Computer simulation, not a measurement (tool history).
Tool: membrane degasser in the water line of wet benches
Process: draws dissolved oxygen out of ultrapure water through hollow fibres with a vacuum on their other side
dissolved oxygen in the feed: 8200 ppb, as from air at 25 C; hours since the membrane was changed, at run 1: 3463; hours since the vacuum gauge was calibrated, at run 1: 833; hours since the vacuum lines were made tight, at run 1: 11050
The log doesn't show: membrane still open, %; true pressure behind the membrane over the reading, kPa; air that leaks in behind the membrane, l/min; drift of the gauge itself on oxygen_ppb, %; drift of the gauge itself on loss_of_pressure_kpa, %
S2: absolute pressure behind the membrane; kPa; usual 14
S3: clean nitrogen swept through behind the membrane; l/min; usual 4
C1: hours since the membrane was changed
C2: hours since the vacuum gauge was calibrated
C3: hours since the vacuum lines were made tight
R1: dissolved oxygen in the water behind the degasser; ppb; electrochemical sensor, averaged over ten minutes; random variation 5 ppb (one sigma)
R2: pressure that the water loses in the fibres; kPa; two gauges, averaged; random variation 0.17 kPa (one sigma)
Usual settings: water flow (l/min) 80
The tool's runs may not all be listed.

run 1 day=0 | water_flow_(l/min)=80 S2=14 S3=4 | C1=3463 C2=833 C3=11050 | R1=505.6 R2=27.73
run 2 day=4.017 | water_flow_(l/min)=80 S2=14 S3=4 | C1=3560 C2=929 C3=11146 | R1=508.9 R2=27.67
-- day=4.421 seals of the vacuum lines changed
run 3 day=9.192 | water_flow_(l/min)=80 S2=14 S3=4 | C1=3682 C2=1052 C3=114 | R1=511.5 R2=27.8
run 4 day=13.404 | water_flow_(l/min)=80 S2=13.1 S3=4 | C1=3783 C2=1153 C3=216 | R1=460.1 R2=27.82
run 5 day=17.096 | water_flow_(l/min)=80 S2=18.1 S3=4 | C1=3872 C2=1241 C3=304 | R1=665.1 R2=27.57
run 6 day=21.988 | water_flow_(l/min)=53 S2=14 S3=4 | C1=3989 C2=1359 C3=422 | R1=326.7 R2=18.47
run 7 day=24.392 | water_flow_(l/min)=53 S2=14 S3=4 | C1=4047 C2=1416 C3=479 | R1=339.7 R2=18.52
run 8 day=29.417 | water_flow_(l/min)=51 S2=8.8 S3=1.8 | C1=4167 C2=1537 C3=600 | R1=337.5 R2=17.45
run 9 day=33.25 | water_flow_(l/min)=67 S2=14 S3=4.84 | C1=4259 C2=1629 C3=692 | R1=364.3 R2=22.8
run 10 day=36.296 | water_flow_(l/min)=67 S2=14 S3=4.84 | C1=4332 C2=1702 C3=765 | R1=362.7 R2=23.29
run 11 day=41.446 | water_flow_(l/min)=80 S2=20 S3=2.12 | C1=4456 C2=1826 C3=889 | R1=1179.5 R2=27.62

Run 12 comes next. What will it give?
run 12 day=44.171 | water_flow_(l/min)=80 S2=20 S3=2.12 | C1=4521 C2=1891 C3=954 | R1=? R2=?

{"run 12": {"R1": 1170.1, "R2": 28.09}}
Without the tool's hidden state the same run would have given R1 1162 ppb, R2 27.12 kPa.

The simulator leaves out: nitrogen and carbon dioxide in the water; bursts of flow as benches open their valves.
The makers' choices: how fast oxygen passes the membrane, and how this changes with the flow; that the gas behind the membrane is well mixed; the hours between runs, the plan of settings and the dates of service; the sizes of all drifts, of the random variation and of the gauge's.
